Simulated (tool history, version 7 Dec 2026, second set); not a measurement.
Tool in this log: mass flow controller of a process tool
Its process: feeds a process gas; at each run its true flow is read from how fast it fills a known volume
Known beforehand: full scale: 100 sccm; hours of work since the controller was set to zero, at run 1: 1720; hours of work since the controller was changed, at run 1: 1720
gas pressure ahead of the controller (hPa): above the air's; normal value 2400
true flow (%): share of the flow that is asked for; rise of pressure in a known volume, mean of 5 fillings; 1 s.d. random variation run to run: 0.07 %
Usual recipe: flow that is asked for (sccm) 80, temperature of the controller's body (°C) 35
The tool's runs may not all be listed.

run	hour	flow that is asked for (sccm)	gas pressure ahead of the controller (hPa)	temperature of the controller's body (°C)	hours of work since the controller was set to zero	hours of work since the controller was changed	true flow (%)
1	0.0	80	2400	35	1720	1720	98.93
2	450.8	80	2400	35	1993	1993	99.02
3	864.5	80	2400	35	2244	2244	99.04
4	1207.0	80	2400	35	2451	2451	99.10
5	1416.5	80	2400	35	2578	2578	99.02
6	1838.2	80	2400	35	2834	2834	99.22
7	2224.4	71	2400	35	3068	3068	99.21
8	2548.2	71	2400	35	3264	3264	99.18
9	2990.4	71	2400	35	3532	3532	99.24
10	3352.6	71	2400	35	3751	3751	99.43
11	3678.4	71	2400	35	3949	3949	99.38
12	3928.3	71	2400	35	4100	4100	99.48
13	4225.9	71	2400	35	4281	4281	99.49
14	4428.3	80	2400	35	4403	4403	99.66
15	4807.9	80	2400	35	4633	4633	99.73
16	5128.8	80	2400	35	4828	4828	99.85
17	5474.7	80	2400	35	5037	5037	99.74
18	5805.9	49	1450	27	5238	5238	101.22
19	6106.0	49	1450	27	5420	5420	101.17
20	6454.5	16	1450	27	5631	5631	104.54
21	6816.0	16	1450	27	5850	5850	104.69
22	7226.7	16	1450	27	6099	6099	104.79
23	7652.2	36	1450	38	6357	6357	100.90
24	8026.0	36	1450	38	6583	6583	101.01
# hour 8280.4: controller's zero set anew
25	8385.4	80	2110	35	64	6801	99.14
26	8847.8	80	2110	35	344	7081	99.28
27	9128.9	80	2110	35	514	7252	99.36
28	9442.0	80	2110	26	704	7441	100.43
29	9765.7	74	2400	35	900	7637	99.26
30	10248.2	93	1470	37	1193	7930	99.65
31	10741.9	78	1500	26	1492	8229	100.74

What if the next run were any one of these 5? Each begins from the tool's condition after run 31:
A	11127.6	45	2260	34	1725	8463	?
B	11127.6	24	1730	32	1725	8463	?
C	11127.6	66	2560	26	1725	8463	?
D	11127.6	11	1400	23	1725	8463	?
E	11127.6	70	2680	32	1725	8463	?

run	true flow (%)
A	99.33
B	100.06
C	100.49
D	102.20
E	99.81
Without the tool's unlogged condition, the same runs would have read:
run	true flow (%)
A	97.85
B	98.03
C	99.22
D	98.77
E	98.55
